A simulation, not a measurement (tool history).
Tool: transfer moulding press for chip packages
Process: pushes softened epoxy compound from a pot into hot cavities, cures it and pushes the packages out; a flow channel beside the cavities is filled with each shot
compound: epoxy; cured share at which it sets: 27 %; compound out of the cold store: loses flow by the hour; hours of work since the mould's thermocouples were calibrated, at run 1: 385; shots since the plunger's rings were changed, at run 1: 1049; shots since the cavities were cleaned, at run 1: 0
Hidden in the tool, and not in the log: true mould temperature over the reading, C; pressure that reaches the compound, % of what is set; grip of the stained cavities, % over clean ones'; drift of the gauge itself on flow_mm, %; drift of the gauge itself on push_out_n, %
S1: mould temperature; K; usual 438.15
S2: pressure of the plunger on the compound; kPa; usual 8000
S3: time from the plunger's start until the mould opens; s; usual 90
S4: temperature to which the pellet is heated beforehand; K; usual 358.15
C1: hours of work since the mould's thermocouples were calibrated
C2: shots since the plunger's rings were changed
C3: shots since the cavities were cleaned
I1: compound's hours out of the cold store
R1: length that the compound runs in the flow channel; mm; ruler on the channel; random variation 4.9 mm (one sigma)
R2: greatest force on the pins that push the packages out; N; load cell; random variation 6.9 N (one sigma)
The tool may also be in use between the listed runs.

run	hour	S1	S2	S3	S4	C1	C2	C3	I1	R1	R2
1	0	438.15	8000	90	358.15	385	1049	0	21.9	920	304
2	56.1	438.15	8000	90	358.15	411	1506	457	28.8	883	441
# hour 69: cavities cleaned with cleaning compound and waxed
3	121.1	438.15	8000	90	361.15	439	2023	424	47.6	752	420
# hour 137.6: cavities cleaned with cleaning compound and waxed
4	182.5	438.15	8000	90	361.15	467	2511	366	36.7	805	403
# hour 208.7: cavities cleaned with cleaning compound and waxed
5	247.3	438.15	8000	90	361.15	495	3026	314	9.2	988	395
# hour 275.8: cavities cleaned with cleaning compound and waxed
6	303.1	438.15	8000	90	361.15	520	3468	222	26.2	862	365
# hour 342.3: cavities cleaned with cleaning compound and waxed
7	383.2	438.15	8000	90	361.15	556	4107	332	13.6	940	415
# hour 409.2: cavities cleaned with cleaning compound and waxed
# hour 427.1: plunger's sealing rings changed
8	462.4	438.15	8000	90	361.15	590	288	413	47.1	767	414
# hour 483.1: cavities cleaned with cleaning compound and waxed
9	505.7	438.15	8000	90	358.15	609	627	183	40.5	801	367
10	543.7	438.15	8000	90	358.15	627	937	493	17.8	952	461
# hour 552.8: cavities cleaned with cleaning compound and waxed
11	611.5	438.15	8000	90	358.15	657	1477	478	17.1	955	450
# hour 624.4: cavities cleaned with cleaning compound and waxed
# hour 655.1: mould's thermocouples calibrated
# hour 697.8: cavities cleaned with cleaning compound and waxed
12	698.1	438.15	8000	90	358.15	19	2141	3	35.8	817	291
# hour 766.5: cavities cleaned with cleaning compound and waxed
13	767.1	438.15	8000	103	358.15	50	2690	4	21.2	908	271
14	824.1	440.15	8000	103	367.15	76	3154	468	40.4	768	396
# hour 835.1: cavities cleaned with cleaning compound and waxed
15	863.2	440.15	8000	103	367.15	93	3460	229	12.9	952	346
# hour 900.9: cavities cleaned with cleaning compound and waxed
16	939.2	432.15	8280	121	364.15	127	4066	311	23.5	909	386
# hour 970.8: cavities cleaned with cleaning compound and waxed
# hour 990.2: plunger's sealing rings changed
17	1009.9	432.15	8280	121	364.15	157	161	298	26.4	932	371
# hour 1041.6: cavities cleaned with cleaning compound and waxed
18	1088.5	438.15	8000	122	354.15	192	788	381	16.5	957	377
# hour 1110.5: cavities cleaned with cleaning compound and waxed
19	1128.8	438.15	8000	122	354.15	210	1104	150	11.5	995	310
# hour 1177.2: cavities cleaned with cleaning compound and waxed
20	1196.1	432.15	8000	90	358.15	240	1640	155	13.1	1001	501
# hour 1244.7: cavities cleaned with cleaning compound and waxed
21	1245.7	441.15	8000	71	365.15	262	2031	8	41.1	782	323
# hour 1314.2: cavities cleaned with cleaning compound and waxed
22	1315.2	442.15	8000	71	351.15	293	2584	8	36.9	797	311
23	1362.6	444.15	7970	111	349.15	314	2970	394	17.5	912	373
# hour 1384: cavities cleaned with cleaning compound and waxed
24	1431.9	437.15	8960	119	350.15	345	3522	390	13	1022	366
# hour 1450.4: cavities cleaned with cleaning compound and waxed
25	1484.3	437.15	8960	119	350.15	368	3936	276	44.2	801	352
# hour 1515.4: cavities cleaned with cleaning compound and waxed
# hour 1552.4: plunger's sealing rings changed
26	1567.2	438.15	6290	88	356.15	404	120	401	25.4	807	425

Some steps in R1 between neighbouring runs. How much of each would the tool show without its hidden state too (settings, what came in, random variation), and how much is left for the hidden state, with any gauge scatter that isn't in both results?
Run 7 -> 8: cavities cleaned with cleaning compound and waxed, plunger's sealing rings changed. R1 -173 mm: hidden state +48, all else -221.
Run 16 -> 17: cavities cleaned with cleaning compound and waxed, plunger's sealing rings changed. R1 +23 mm: hidden state +43, all else -20.
Run 20 -> 21: S1 432.15 -> 441.15, S3 90 -> 71, S4 358.15 -> 365.15, cavities cleaned with cleaning compound and waxed. R1 -219 mm: hidden state +0, all else -219.
Run 24 -> 25: cavities cleaned with cleaning compound and waxed. R1 -221 mm: hidden state +6, all else -227.

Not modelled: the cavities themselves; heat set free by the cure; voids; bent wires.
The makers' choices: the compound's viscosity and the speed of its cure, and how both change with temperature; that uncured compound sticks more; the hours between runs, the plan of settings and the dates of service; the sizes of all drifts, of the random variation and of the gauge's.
